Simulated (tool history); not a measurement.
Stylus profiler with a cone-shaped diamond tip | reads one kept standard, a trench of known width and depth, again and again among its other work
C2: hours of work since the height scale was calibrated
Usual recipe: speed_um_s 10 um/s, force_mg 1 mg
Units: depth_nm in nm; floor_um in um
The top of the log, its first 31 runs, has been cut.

{"run": 32, "hour": 995.7, "speed_um_s": 7, "force_mg": 2.81, "scans with this tip": 4786, "C2": 866, "depth_nm": 1010.1, "floor_um": 12.92}
{"run": 33, "hour": 1031.1, "speed_um_s": 3, "force_mg": 0.99, "scans with this tip": 4867, "C2": 881, "depth_nm": 1003.92, "floor_um": 12.89}
{"run": 34, "hour": 1053.3, "speed_um_s": 2, "force_mg": 0.74, "scans with this tip": 4918, "C2": 890, "depth_nm": 1003.28, "floor_um": 12.93}
{"run": 35, "hour": 1075.7, "speed_um_s": 2, "force_mg": 0.64, "scans with this tip": 4969, "C2": 899, "depth_nm": 1002.66, "floor_um": 12.83}
{"run": 36, "hour": 1096.4, "speed_um_s": 2, "force_mg": 0.64, "scans with this tip": 5017, "C2": 908, "depth_nm": 1002.8, "floor_um": 12.91}
{"run": 37, "hour": 1123.3, "speed_um_s": 17, "force_mg": 2.9, "scans with this tip": 5078, "C2": 919, "depth_nm": 1010.58, "floor_um": 12.82}
{"run": 38, "hour": 1165.9, "speed_um_s": 17, "force_mg": 2.9, "scans with this tip": 5176, "C2": 936, "depth_nm": 1010.66, "floor_um": 12.81}
{"run": 39, "hour": 1204.2, "speed_um_s": 17, "force_mg": 2.9, "scans with this tip": 5264, "C2": 952, "depth_nm": 1010.34, "floor_um": 12.78}
{"run": 40, "hour": 1246.9, "speed_um_s": 32, "force_mg": 2.57, "scans with this tip": 5361, "C2": 970, "depth_nm": 1008.95, "floor_um": 12.68}
{"run": 41, "hour": 1284.8, "speed_um_s": 32, "force_mg": 2.57, "scans with this tip": 5448, "C2": 986, "depth_nm": 1009.16, "floor_um": 12.68}
{"run": 42, "hour": 1306.0, "speed_um_s": 3, "force_mg": 2.67, "scans with this tip": 5497, "C2": 995, "depth_nm": 1009.71, "floor_um": 12.76}
{"run": 43, "hour": 1342.4, "speed_um_s": 6, "force_mg": 2.95, "scans with this tip": 5580, "C2": 1010, "depth_nm": 1010.35, "floor_um": 12.77}
{"run": 44, "hour": 1366.2, "speed_um_s": 6, "force_mg": 2.95, "scans with this tip": 5635, "C2": 1020, "depth_nm": 1010.39, "floor_um": 12.82}
{"run": 45, "hour": 1395.4, "speed_um_s": 10, "force_mg": 0.65, "scans with this tip": 5702, "C2": 1032, "depth_nm": 1002.17, "floor_um": 12.64}

3 ways to go on from here, each from the tool as it stands after run 45. What would each give?
{"run": "A", "hour": 1428.7, "speed_um_s": 10, "force_mg": 1.88, "scans with this tip": 5778, "C2": 1045, "depth_nm": "?", "floor_um": "?"}
{"run": "B", "hour": 1428.7, "speed_um_s": 24, "force_mg": 0.86, "scans with this tip": 5778, "C2": 1045, "depth_nm": "?", "floor_um": "?"}
{"run": "C", "hour": 1428.7, "speed_um_s": 10, "force_mg": 0.67, "scans with this tip": 5778, "C2": 1045, "depth_nm": "?", "floor_um": "?"}

run=A depth_nm=1006.86 floor_um=12.72
run=B depth_nm=1003.22 floor_um=12.62
run=C depth_nm=1002.66 floor_um=12.7
Stripped of hidden state, with their random variation kept, the same runs would have yielded:
run=A depth_nm=1009.07 floor_um=13.97
run=B depth_nm=1005.42 floor_um=13.86
run=C depth_nm=1004.86 floor_um=13.94
